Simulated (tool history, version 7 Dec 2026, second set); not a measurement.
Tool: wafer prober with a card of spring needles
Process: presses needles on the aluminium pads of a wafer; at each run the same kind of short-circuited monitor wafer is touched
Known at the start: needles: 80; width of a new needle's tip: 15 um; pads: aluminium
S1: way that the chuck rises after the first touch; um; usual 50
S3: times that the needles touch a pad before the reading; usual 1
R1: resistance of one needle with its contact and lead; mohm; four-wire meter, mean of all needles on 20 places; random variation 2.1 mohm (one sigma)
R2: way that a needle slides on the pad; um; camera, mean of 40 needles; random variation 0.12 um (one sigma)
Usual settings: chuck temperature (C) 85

Run 1, hour 0: usual settings. Result: R1 297 mohm, R2 6.2 um.
At hour 3.3: tips cleaned on abrasive film.
At hour 7.5: tips cleaned on abrasive film.
At hour 10.8: tips cleaned on abrasive film.
At hour 15: tips cleaned on abrasive film.
At hour 16.1: height of the first contact set anew.
At hour 19.4: tips cleaned on abrasive film.
At hour 23.6: tips cleaned on abrasive film.
At hour 26.9: tips cleaned on abrasive film.
At hour 31.1: tips cleaned on abrasive film.
At hour 35.2: tips cleaned on abrasive film.
At hour 39.3: tips cleaned on abrasive film.
At hour 43.5: tips cleaned on abrasive film.
At hour 47.6: tips cleaned on abrasive film.
At hour 51.8: tips cleaned on abrasive film.
At hour 55.9: tips cleaned on abrasive film.
At hour 60.1: tips cleaned on abrasive film.
At hour 64.2: tips cleaned on abrasive film.
At hour 68.4: tips cleaned on abrasive film.
At hour 72.5: tips cleaned on abrasive film.
At hour 76.7: tips cleaned on abrasive film.
At hour 80: tips cleaned on abrasive film.
At hour 84.2: tips cleaned on abrasive film.
At hour 88.3: tips cleaned on abrasive film.
Run 2, hour 89.7: usual settings but chuck temperature (C) 37. Result: R1 278 mohm, R2 7.16 um.
At hour 92.2: tips cleaned on abrasive film.
At hour 96.4: tips cleaned on abrasive film.
At hour 100.5: tips cleaned on abrasive film.
At hour 104.7: tips cleaned on abrasive film.
At hour 108: tips cleaned on abrasive film.
At hour 112.1: tips cleaned on abrasive film.
At hour 116.3: tips cleaned on abrasive film.
At hour 120.4: tips cleaned on abrasive film.
At hour 123.8: tips cleaned on abrasive film.
At hour 127.9: tips cleaned on abrasive film.
At hour 132.1: tips cleaned on abrasive film.
Run 3, hour 135.2: usual settings but chuck temperature (C) 36. Result: R1 338 mohm, R2 7.06 um.
At hour 136.1: tips cleaned on abrasive film.
At hour 139.4: tips cleaned on abrasive film.
At hour 143.6: tips cleaned on abrasive film.
At hour 147.7: tips cleaned on abrasive film.
At hour 151.9: tips cleaned on abrasive film.
At hour 156: tips cleaned on abrasive film.
At hour 159.4: tips cleaned on abrasive film.
At hour 163.5: tips cleaned on abrasive film.
At hour 166.9: tips cleaned on abrasive film.
At hour 171: tips cleaned on abrasive film.
At hour 175.1: tips cleaned on abrasive film.
At hour 179.3: tips cleaned on abrasive film.
At hour 182.6: tips cleaned on abrasive film.
At hour 186.8: tips cleaned on abrasive film.
At hour 190.9: tips cleaned on abrasive film.
At hour 195.1: tips cleaned on abrasive film.
At hour 199.2: tips cleaned on abrasive film.
Run 4, hour 201.6: usual settings but S1 57 um. Result: R1 310 mohm, R2 8.13 um.
At hour 203.3: tips cleaned on abrasive film.
At hour 207.4: tips cleaned on abrasive film.
At hour 211.6: tips cleaned on abrasive film.
At hour 215.7: tips cleaned on abrasive film.
At hour 219.9: tips cleaned on abrasive film.
At hour 224: tips cleaned on abrasive film.
At hour 228.2: tips cleaned on abrasive film.
At hour 232.3: tips cleaned on abrasive film.
At hour 236.5: tips cleaned on abrasive film.
At hour 240.6: tips cleaned on abrasive film.
Run 5, hour 242.3: usual settings but S1 57 um. Result: R1 300 mohm, R2 8.03 um.
At hour 244: tips cleaned on abrasive film.
At hour 256: card fitted with new needles.
At hour 259.4: tips cleaned on abrasive film.
At hour 263.5: tips cleaned on abrasive film.
At hour 267.7: tips cleaned on abrasive film.
At hour 271.8: tips cleaned on abrasive film.
At hour 276: tips cleaned on abrasive film.
At hour 280.1: tips cleaned on abrasive film.
At hour 284.2: tips cleaned on abrasive film.
At hour 287.6: tips cleaned on abrasive film.
At hour 291.7: tips cleaned on abrasive film.
Run 6, hour 293.5: usual settings. Result: R1 260 mohm, R2 7.53 um.
At hour 295.3: tips cleaned on abrasive film.
At hour 299.4: tips cleaned on abrasive film.
At hour 303.6: tips cleaned on abrasive film.
At hour 307.7: tips cleaned on abrasive film.
At hour 311.8: tips cleaned on abrasive film.
At hour 316: tips cleaned on abrasive film.
At hour 320.1: tips cleaned on abrasive film.
At hour 323.5: tips cleaned on abrasive film.
At hour 327.6: tips cleaned on abrasive film.
At hour 331: tips cleaned on abrasive film.
At hour 335.1: tips cleaned on abrasive film.
At hour 339.3: tips cleaned on abrasive film.
At hour 343.4: tips cleaned on abrasive film.
At hour 346.7: tips cleaned on abrasive film.
At hour 350.9: tips cleaned on abrasive film.
At hour 355: tips cleaned on abrasive film.
At hour 359.2: tips cleaned on abrasive film.
At hour 363.3: tips cleaned on abrasive film.
At hour 367.5: tips cleaned on abrasive film.
Run 7, hour 368: usual settings but chuck temperature (C) 38. Result: R1 236 mohm, R2 7.11 um.

The next listed run, before its measurement:
At hour 371.3: tips cleaned on abrasive film.
At hour 375.5: tips cleaned on abrasive film.
At hour 379.6: tips cleaned on abrasive film.
At hour 383: tips cleaned on abrasive film.
At hour 387.1: tips cleaned on abrasive film.
At hour 390.4: tips cleaned on abrasive film.
At hour 394.6: tips cleaned on abrasive film.
At hour 398.7: tips cleaned on abrasive film.
At hour 402.1: tips cleaned on abrasive film.
Run 8, hour 405.2: usual settings but chuck temperature (C) 59. Result: R1 ?, R2 ?.

{"run 8": {"R1": 273, "R2": 7.06}}
Without the tool's hidden state the same run would have given R1 224 mohm, R2 7.44 um.

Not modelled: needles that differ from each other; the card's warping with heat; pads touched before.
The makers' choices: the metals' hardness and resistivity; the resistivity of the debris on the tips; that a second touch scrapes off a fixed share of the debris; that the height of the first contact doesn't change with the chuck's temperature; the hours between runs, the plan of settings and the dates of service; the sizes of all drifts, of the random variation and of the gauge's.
